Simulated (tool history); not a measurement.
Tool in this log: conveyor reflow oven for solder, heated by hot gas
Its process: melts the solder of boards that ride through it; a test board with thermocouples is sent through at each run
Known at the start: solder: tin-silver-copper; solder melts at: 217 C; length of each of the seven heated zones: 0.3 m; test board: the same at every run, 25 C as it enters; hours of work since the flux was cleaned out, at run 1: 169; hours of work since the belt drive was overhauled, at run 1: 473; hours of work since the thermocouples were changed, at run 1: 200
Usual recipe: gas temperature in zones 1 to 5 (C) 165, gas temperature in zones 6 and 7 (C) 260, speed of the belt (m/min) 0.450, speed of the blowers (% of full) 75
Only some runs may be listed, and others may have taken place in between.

run  hour  gas temperature in zones 1 to 5 (C)  gas temperature in zones 6 and 7 (C)  speed of the belt (m/min)  speed of the blowers (% of full)  hours of work since the flux was cleaned out  hours of work since the belt drive was overhauled  hours of work since the thermocouples were changed  highest temperature of the board (C)  time above the solder's melting point (s)
  1   0.0                                  165                                   260                      0.450                                75                                           169                                                473                                                 200                                 241.1                                       46.7
  2   5.7                                  165                                   260                      0.450                                75                                           172                                                476                                                 203                                 241.6                                       46.0
  3  14.8                                  165                                   260                      0.376                                75                                           177                                                482                                                 208                                 247.1                                       64.1
  4  22.8                                  165                                   260                      0.376                                75                                           182                                                486                                                 213                                 246.7                                       64.1
  5  31.6                                  165                                   260                      0.376                                75                                           187                                                491                                                 218                                 247.0                                       64.2
  6  39.9                                  165                                   260                      0.450                                75                                           192                                                496                                                 223                                 241.3                                       46.3
  7  45.5                                  165                                   260                      0.450                                75                                           195                                                499                                                 226                                 241.3                                       46.2
  8  53.1                                  174                                   258                      0.450                                75                                           199                                                504                                                 230                                 241.3                                       49.6
  9  57.2                                  174                                   258                      0.450                                75                                           202                                                506                                                 233                                 241.7                                       49.9
 10  64.5                                  155                                   271                      0.392                                66                                           206                                                510                                                 237                                 250.9                                       60.5
 11  71.2                                  155                                   271                      0.392                                66                                           210                                                514                                                 241                                 250.8                                       60.1
 12  80.3                                  155                                   271                      0.392                                68                                           215                                                519                                                 246                                 251.6                                       60.6
 13  87.6                                  155                                   271                      0.392                                68                                           219                                                524                                                 250                                 251.8                                       61.0

Consider 3 possible next runs. They are alternatives, not a sequence: every one starts from the tool as it was left by run 13. What does each give?
  A  91.5                                  157                                   260                      0.412                                75                                           222                                                526                                                 253                                     ?                                          ?
  B  91.5                                  162                                   262                      0.450                                57                                           222                                                526                                                 253                                     ?                                          ?
  C  91.5                                  176                                   260                      0.450                                68                                           222                                                526                                                 253                                     ?                                          ?

run  highest temperature of the board (C)  time above the solder's melting point (s)
  A                                 242.9                                       50.4
  B                                 236.0                                       36.4
  C                                 241.6                                       49.8
With the hidden condition removed and each run's random variation left untouched, the same runs would have given:
run  highest temperature of the board (C)  time above the solder's melting point (s)
  A                                 242.9                                       50.4
  B                                 236.0                                       36.4
  C                                 241.6                                       49.8

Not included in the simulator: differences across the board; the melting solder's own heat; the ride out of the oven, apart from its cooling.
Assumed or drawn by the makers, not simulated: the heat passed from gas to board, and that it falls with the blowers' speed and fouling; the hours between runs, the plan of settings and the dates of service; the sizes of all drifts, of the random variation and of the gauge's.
